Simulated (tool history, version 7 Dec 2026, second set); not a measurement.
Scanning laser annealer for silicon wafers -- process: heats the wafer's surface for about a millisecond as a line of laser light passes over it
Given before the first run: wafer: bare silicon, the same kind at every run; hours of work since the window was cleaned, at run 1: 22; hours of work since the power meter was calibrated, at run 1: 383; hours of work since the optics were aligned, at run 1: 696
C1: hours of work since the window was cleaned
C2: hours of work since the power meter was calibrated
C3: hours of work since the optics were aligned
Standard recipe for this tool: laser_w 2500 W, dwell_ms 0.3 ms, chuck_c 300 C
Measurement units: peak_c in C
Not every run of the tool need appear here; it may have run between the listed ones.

run 1 hour=0 | laser_w=2500 dwell_ms=0.3 chuck_c=300 | C1=22 C2=383 C3=696 | peak_c=1066
run 2 hour=7.9 | laser_w=2500 dwell_ms=0.3 chuck_c=300 | C1=27 C2=389 C3=701 | peak_c=1064
run 3 hour=23.5 | laser_w=2500 dwell_ms=0.3 chuck_c=336 | C1=38 C2=400 C3=712 | peak_c=1104
run 4 hour=37 | laser_w=2500 dwell_ms=0.3 chuck_c=336 | C1=48 C2=409 C3=721 | peak_c=1101
run 5 hour=48 | laser_w=2500 dwell_ms=0.3 chuck_c=300 | C1=56 C2=417 C3=729 | peak_c=1066
run 6 hour=56.5 | laser_w=2500 dwell_ms=0.3 chuck_c=300 | C1=62 C2=423 C3=735 | peak_c=1067
run 7 hour=63.5 | laser_w=2500 dwell_ms=0.3 chuck_c=300 | C1=66 C2=428 C3=740 | peak_c=1065
run 8 hour=80 | laser_w=2500 dwell_ms=0.3 chuck_c=300 | C1=78 C2=439 C3=752 | peak_c=1064
run 9 hour=93.8 | laser_w=2500 dwell_ms=0.3 chuck_c=287 | C1=88 C2=449 C3=761 | peak_c=1051
run 10 hour=106.4 | laser_w=2500 dwell_ms=0.3 chuck_c=300 | C1=96 C2=458 C3=770 | peak_c=1064
run 11 hour=121.3 | laser_w=2500 dwell_ms=0.3 chuck_c=300 | C1=107 C2=468 C3=780 | peak_c=1066
-- hour=124.2 window over the wafer cleaned
run 12 hour=136.2 | laser_w=2500 dwell_ms=0.3 chuck_c=300 | C1=8 C2=477 C3=789 | peak_c=1062
run 13 hour=147.4 | laser_w=2500 dwell_ms=0.3 chuck_c=300 | C1=16 C2=485 C3=797 | peak_c=1063
run 14 hour=162.2 | laser_w=2175 dwell_ms=0.351 chuck_c=300 | C1=27 C2=495 C3=808 | peak_c=1009
run 15 hour=171.5 | laser_w=2282 dwell_ms=0.251 chuck_c=266 | C1=33 C2=502 C3=814 | peak_c=910
run 16 hour=183.2 | laser_w=2282 dwell_ms=0.251 chuck_c=266 | C1=41 C2=510 C3=822 | peak_c=910
run 17 hour=192.5 | laser_w=2283 dwell_ms=0.27 chuck_c=266 | C1=48 C2=516 C3=829 | peak_c=927
-- hour=209.3 window over the wafer cleaned, once more
run 18 hour=211.2 | laser_w=2500 dwell_ms=0.319 chuck_c=330 | C1=1 C2=528 C3=841 | peak_c=1114
run 19 hour=228.2 | laser_w=2500 dwell_ms=0.348 chuck_c=282 | C1=13 C2=540 C3=852 | peak_c=1095
run 20 hour=240.5 | laser_w=2500 dwell_ms=0.251 chuck_c=297 | C1=22 C2=549 C3=861 | peak_c=1008

Consider 3 possible next runs. They are alternatives, not a sequence: every one starts from the tool as it was left by run 20. What does each give?
run A hour=252.8 | laser_w=2174 dwell_ms=0.227 chuck_c=336 | C1=30 C2=557 C3=870 | peak_c=?
run B hour=252.8 | laser_w=2500 dwell_ms=0.3 chuck_c=290 | C1=30 C2=557 C3=870 | peak_c=?
run C hour=252.8 | laser_w=2529 dwell_ms=0.3 chuck_c=300 | C1=30 C2=557 C3=870 | peak_c=?

run=A peak_c=924
run=B peak_c=1054
run=C peak_c=1070
Had the tool no hidden state, the same runs would have come out as:
run=A peak_c=938
run=B peak_c=1072
run=C peak_c=1088

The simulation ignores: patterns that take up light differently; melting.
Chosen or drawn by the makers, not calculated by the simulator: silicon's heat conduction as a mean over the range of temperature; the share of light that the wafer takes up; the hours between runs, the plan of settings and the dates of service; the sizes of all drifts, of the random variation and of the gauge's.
